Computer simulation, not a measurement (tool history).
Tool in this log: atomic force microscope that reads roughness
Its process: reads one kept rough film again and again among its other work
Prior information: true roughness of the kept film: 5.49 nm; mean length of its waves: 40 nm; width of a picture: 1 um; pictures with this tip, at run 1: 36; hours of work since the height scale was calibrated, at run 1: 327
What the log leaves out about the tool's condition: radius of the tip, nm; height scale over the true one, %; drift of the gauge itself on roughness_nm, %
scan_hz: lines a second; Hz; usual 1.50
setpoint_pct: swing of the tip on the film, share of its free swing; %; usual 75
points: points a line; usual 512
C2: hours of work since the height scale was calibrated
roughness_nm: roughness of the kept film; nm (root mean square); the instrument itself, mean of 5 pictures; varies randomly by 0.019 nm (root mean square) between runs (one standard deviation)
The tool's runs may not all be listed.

{"run": 1, "hour": 0.0, "scan_hz": 1.5, "setpoint_pct": 75, "points": 512, "pictures with this tip": 36, "C2": 327, "roughness_nm": 4.367}
{"run": 2, "hour": 48.0, "scan_hz": 1.5, "setpoint_pct": 75, "points": 512, "pictures with this tip": 109, "C2": 351, "roughness_nm": 3.861}
{"hour": 65.2, "done": "new tip fitted"}
{"run": 3, "hour": 92.1, "scan_hz": 1.5, "setpoint_pct": 75, "points": 512, "pictures with this tip": 40, "C2": 374, "roughness_nm": 4.274}
{"run": 4, "hour": 133.7, "scan_hz": 1.08, "setpoint_pct": 75, "points": 512, "pictures with this tip": 104, "C2": 395, "roughness_nm": 3.989}
{"hour": 156.7, "done": "new tip fitted"}
{"run": 5, "hour": 178.9, "scan_hz": 1.5, "setpoint_pct": 75, "points": 344, "pictures with this tip": 34, "C2": 418, "roughness_nm": 4.296}
{"run": 6, "hour": 219.8, "scan_hz": 1.5, "setpoint_pct": 75, "points": 344, "pictures with this tip": 96, "C2": 439, "roughness_nm": 3.895}
{"hour": 246.6, "done": "new tip fitted"}
{"run": 7, "hour": 254.4, "scan_hz": 0.68, "setpoint_pct": 75, "points": 512, "pictures with this tip": 12, "C2": 456, "roughness_nm": 4.683}
{"run": 8, "hour": 284.6, "scan_hz": 1.5, "setpoint_pct": 75, "points": 512, "pictures with this tip": 57, "C2": 472, "roughness_nm": 4.187}
{"run": 9, "hour": 315.0, "scan_hz": 1.5, "setpoint_pct": 81, "points": 512, "pictures with this tip": 104, "C2": 487, "roughness_nm": 3.737}
{"hour": 334.9, "done": "new tip fitted"}
{"run": 10, "hour": 362.3, "scan_hz": 1.5, "setpoint_pct": 81, "points": 512, "pictures with this tip": 42, "C2": 511, "roughness_nm": 4.031}
{"run": 11, "hour": 389.9, "scan_hz": 1.5, "setpoint_pct": 81, "points": 512, "pictures with this tip": 84, "C2": 525, "roughness_nm": 3.824}
{"hour": 424.2, "done": "new tip fitted"}
{"run": 12, "hour": 442.3, "scan_hz": 1.5, "setpoint_pct": 81, "points": 512, "pictures with this tip": 28, "C2": 552, "roughness_nm": 4.135}
{"run": 13, "hour": 487.6, "scan_hz": 1.5, "setpoint_pct": 81, "points": 512, "pictures with this tip": 96, "C2": 575, "roughness_nm": 3.705}
{"run": 14, "hour": 510.4, "scan_hz": 1.5, "setpoint_pct": 69, "points": 512, "pictures with this tip": 131, "C2": 587, "roughness_nm": 3.798}
{"hour": 515.2, "done": "new tip fitted"}
{"run": 15, "hour": 548.8, "scan_hz": 1.5, "setpoint_pct": 69, "points": 512, "pictures with this tip": 51, "C2": 606, "roughness_nm": 4.289}
{"run": 16, "hour": 591.8, "scan_hz": 1.5, "setpoint_pct": 69, "points": 512, "pictures with this tip": 116, "C2": 628, "roughness_nm": 3.925}
{"hour": 603.2, "done": "new tip fitted"}
{"run": 17, "hour": 623.6, "scan_hz": 1.5, "setpoint_pct": 63, "points": 512, "pictures with this tip": 32, "C2": 644, "roughness_nm": 4.529}
{"run": 18, "hour": 669.3, "scan_hz": 1.46, "setpoint_pct": 62, "points": 512, "pictures with this tip": 101, "C2": 667, "roughness_nm": 4.113}

What will run 19 give?
{"hour": 690.6, "done": "new tip fitted"}
{"run": 19, "hour": 716.8, "scan_hz": 2.02, "setpoint_pct": 62, "points": 376, "pictures with this tip": 39, "C2": 691, "roughness_nm": "?"}

Logged for run 19: roughness_nm 4.397 nm (root mean square).
Without the tool's hidden state the same run would have given roughness_nm 4.748 nm (root mean square).

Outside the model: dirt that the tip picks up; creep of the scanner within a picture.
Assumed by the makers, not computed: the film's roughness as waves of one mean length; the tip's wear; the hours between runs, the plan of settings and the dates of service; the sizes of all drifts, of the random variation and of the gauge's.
